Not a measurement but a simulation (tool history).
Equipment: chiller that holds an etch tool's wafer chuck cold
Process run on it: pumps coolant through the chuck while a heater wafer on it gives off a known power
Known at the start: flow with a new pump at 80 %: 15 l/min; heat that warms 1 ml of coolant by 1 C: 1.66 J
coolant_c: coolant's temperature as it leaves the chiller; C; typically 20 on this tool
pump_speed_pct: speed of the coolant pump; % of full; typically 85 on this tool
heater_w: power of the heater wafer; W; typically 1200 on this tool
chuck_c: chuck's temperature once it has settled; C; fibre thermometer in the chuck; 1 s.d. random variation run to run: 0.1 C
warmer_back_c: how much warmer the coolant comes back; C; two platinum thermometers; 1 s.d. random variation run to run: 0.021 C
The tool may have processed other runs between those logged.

run    hour  coolant_c  pump_speed_pct  heater_w  chuck_c  warmer_back_c
  1       0         20              85      1200     26.9           2.73
  2    83.1         20              85      1200       27           2.77
  3   129.2         20              85      1200     26.9           2.76
  4   180.2         20              85      1139     26.6           2.62
  5   232.7         15              85      1200     21.9           2.77
  6   307.9         15              85      1200       22           2.76
  7   400.9         15              85      1200     21.9           2.81
      445.1  -- coolant changed, channels flushed
  8   460.5         15              85       862     19.8           2.06
  9   564.7         15              85       862       20           2.08
 10   637.5         22              85      1200       29           2.86
 11   681.6         22              85      1200     28.8           2.84
 12   763.7         22              85      1200     29.1           2.87
 13   831.9         22              85      1200     28.9            2.9
 14   883.6         22              85      1200     28.9            2.9
 15   934.4         22              85      1200     28.8           2.93
 16  1002.4         12              81      1200       19           3.02
     1089.9  -- gauge calibrated
 17  1094.3         16              80       643     19.8           1.59
 18  1164.9         12              62       792     17.6           2.45
 19  1218.1         17              65      1412     26.8           4.21
 20    1288         17              80      1299     24.8           3.19
 21  1374.2         28              69      1755     39.9           4.97
 22  1436.1         17              78      1019     23.2           2.59

Run 23, settings as shown, results not yet in. Your forecast:
 23  1514.2         17              78      1019        ?              ?

Run 23 measured chuck_c 23.3 C, warmer_back_c 2.62 C.
On a tool with no hidden condition, and with the same random variation, this run would have come out at chuck_c 23.3 C, warmer_back_c 2.54 C.

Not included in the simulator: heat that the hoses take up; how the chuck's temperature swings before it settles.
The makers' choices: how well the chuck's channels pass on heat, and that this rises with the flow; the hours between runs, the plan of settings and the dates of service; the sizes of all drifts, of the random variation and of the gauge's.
